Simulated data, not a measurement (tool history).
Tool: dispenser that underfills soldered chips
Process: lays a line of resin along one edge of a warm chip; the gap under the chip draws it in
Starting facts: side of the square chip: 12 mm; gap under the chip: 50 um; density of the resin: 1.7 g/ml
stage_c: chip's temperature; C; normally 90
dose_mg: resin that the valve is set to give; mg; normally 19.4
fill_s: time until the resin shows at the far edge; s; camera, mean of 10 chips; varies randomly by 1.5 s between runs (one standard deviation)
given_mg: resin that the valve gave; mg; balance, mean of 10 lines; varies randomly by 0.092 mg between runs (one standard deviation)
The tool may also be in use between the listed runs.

run	hour	stage_c	dose_mg	fill_s	given_mg
1	0.0	90	19.4	165.9	18.57
2	7.2	90	19.4	193.3	18.40
# hour 10.5: new syringe of resin
3	12.2	90	19.4	162.4	18.38
4	20.9	90	19.4	189.1	18.32
# hour 25.5: new syringe of resin
5	27.3	90	19.4	162.0	18.15
6	35.3	91	19.4	184.2	18.10
# hour 40.3: new syringe of resin
7	46.8	91	19.4	169.4	17.99
8	51.7	91	19.4	191.5	17.96
# hour 54.6: new syringe of resin
9	60.7	90	16.9	181.9	15.47
# hour 69.0: new syringe of resin
10	71.5	90	19.4	168.1	17.69
11	82.5	90	19.4	206.1	17.78
# hour 83.3: new syringe of resin
# hour 90.0: dispensing valve cleaned and set on the balance
12	94.3	90	19.4	190.9	19.37
# hour 98.6: new syringe of resin
13	100.6	90	19.4	158.5	19.18
14	110.6	90	21.5	191.5	21.34
# hour 113.1: new syringe of resin
15	119.5	105	24.4	112.1	23.97
16	126.1	99	18.3	152.1	17.88
# hour 128.4: new syringe of resin
17	134.7	104	21.8	119.5	21.26
# hour 142.8: new syringe of resin
18	143.9	86	20.4	174.1	19.87
19	148.9	103	19.4	123.1	18.74
20	154.0	103	19.4	134.7	18.60
# hour 157.0: new syringe of resin
21	161.2	103	22.7	116.8	21.63
22	167.4	77	17.6	288.2	16.80
# hour 171.9: new syringe of resin
23	175.6	77	17.6	259.1	16.81
24	182.8	90	24.8	193.1	23.39
# hour 186.6: new syringe of resin
25	191.9	78	21.0	242.2	19.83
26	199.0	78	21.0	279.3	19.64
# hour 201.3: new syringe of resin
27	206.0	104	20.4	117.8	18.85

Branching from run 27: 4 alternative next runs. What would each branch give?
A	210.7	96	20.4	?	?
B	210.7	98	18.4	?	?
C	210.7	100	21.6	?	?
D	210.7	89	23.0	?	?

run	fill_s	given_mg
A	159.1	18.94
B	155.2	17.08
C	141.0	20.25
D	194.2	21.27
With the hidden condition removed and each run's random variation left untouched, the same runs would have given:
run	fill_s	given_mg
A	127.9	20.44
B	124.2	18.42
C	113.7	21.84
D	156.9	22.94
